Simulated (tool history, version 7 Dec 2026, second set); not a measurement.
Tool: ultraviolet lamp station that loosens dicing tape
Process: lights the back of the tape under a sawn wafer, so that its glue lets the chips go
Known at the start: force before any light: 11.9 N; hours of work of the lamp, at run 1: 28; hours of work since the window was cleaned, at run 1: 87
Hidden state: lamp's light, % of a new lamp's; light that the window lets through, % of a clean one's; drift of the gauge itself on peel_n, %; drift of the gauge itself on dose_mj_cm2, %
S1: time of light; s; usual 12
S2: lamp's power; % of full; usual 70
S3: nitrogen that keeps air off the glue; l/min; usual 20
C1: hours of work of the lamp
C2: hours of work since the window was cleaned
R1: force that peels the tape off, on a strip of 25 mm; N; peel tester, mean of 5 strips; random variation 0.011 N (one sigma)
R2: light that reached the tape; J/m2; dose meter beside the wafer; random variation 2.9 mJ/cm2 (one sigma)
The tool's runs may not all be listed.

run	hour	S1	S2	S3	C1	C2	R1	R2
1	0.0	12	70	20	28	87	0.537	3970
2	6.9	12	70	20	31	90	0.553	4030
3	16.2	12	70	20	35	93	0.558	3970
4	28.6	15	70	20	40	98	0.367	4970
5	39.8	12	70	20	44	103	0.553	3950
6	49.5	12	95	20	48	107	0.327	5370
7	56.2	12	70	20	51	110	0.561	3860
8	67.2	12	70	20	55	114	0.553	3900
9	77.4	12	70	20	59	118	0.566	3890
10	87.9	12	70	20	64	122	0.570	3970
11	93.9	12	70	20	66	125	0.559	3920
12	102.5	12	70	20	70	128	0.584	3880
13	111.3	12	70	20	73	132	0.582	3880
14	124.3	12	70	20	78	137	0.605	3920
# hour 125.4: window cleaned of glue's vapour
15	131.2	18	70	20	81	2	0.297	5760
16	140.3	20	70	20	85	6	0.252	6360
17	146.0	12	62	20	87	8	0.765	3370
18	153.4	13	62	20	90	11	0.650	3690
# hour 157.7: window cleaned of glue's vapour, once more
19	167.2	12	68	20	95	4	0.599	3900
20	177.6	12	70	20	100	8	0.533	3980
21	191.3	9	70	20	105	14	1.055	3000
22	197.1	22	70	20	107	16	0.248	7340
23	203.8	12	70	14	110	19	0.698	4020
24	210.1	12	96	9	113	21	0.485	5430
25	223.0	11	87	20	118	26	0.425	4510
26	234.2	7	99	20	123	31	0.836	3260
27	247.0	12	85	20	128	36	0.377	4720
28	258.4	12	85	20	132	41	0.386	4780
29	268.7	12	74	14	136	45	0.613	4150
30	277.3	16	66	6	140	48	0.762	4920
31	289.4	8	70	17	145	53	1.404	2570
32	302.3	8	70	17	150	59	1.461	2640
33	310.0	8	70	17	153	62	1.481	2580
34	319.9	8	70	17	157	66	1.483	2590
35	327.9	9	66	14	160	69	1.440	2680
36	337.5	12	97	20	164	73	0.316	5280
37	343.4	13	64	7	167	75	1.197	3800
38	349.5	11	68	20	169	78	0.748	3410
39	355.8	11	68	20	172	80	0.771	3420
40	365.1	11	68	14	176	84	0.935	3400
41	376.9	22	87	18	180	89	0.243	8710
42	383.1	22	87	18	183	91	0.236	8670
43	391.1	22	87	18	186	95	0.235	8630
44	400.0	12	70	9	190	98	0.989	3760

3 ways to go on from here, each from the tool as it stands after run 44. What would each give?
A	406.1	16	87	20	192	101	?	?
B	406.1	13	70	10	192	101	?	?
C	406.1	6	66	20	192	101	?	?

run	R1	R2
A	0.258	6230
B	0.789	4040
C	2.622	1800
Without the tool's hidden state the same runs would have given:
run	R1	R2
A	0.239	6930
B	0.626	4500
C	2.228	2000
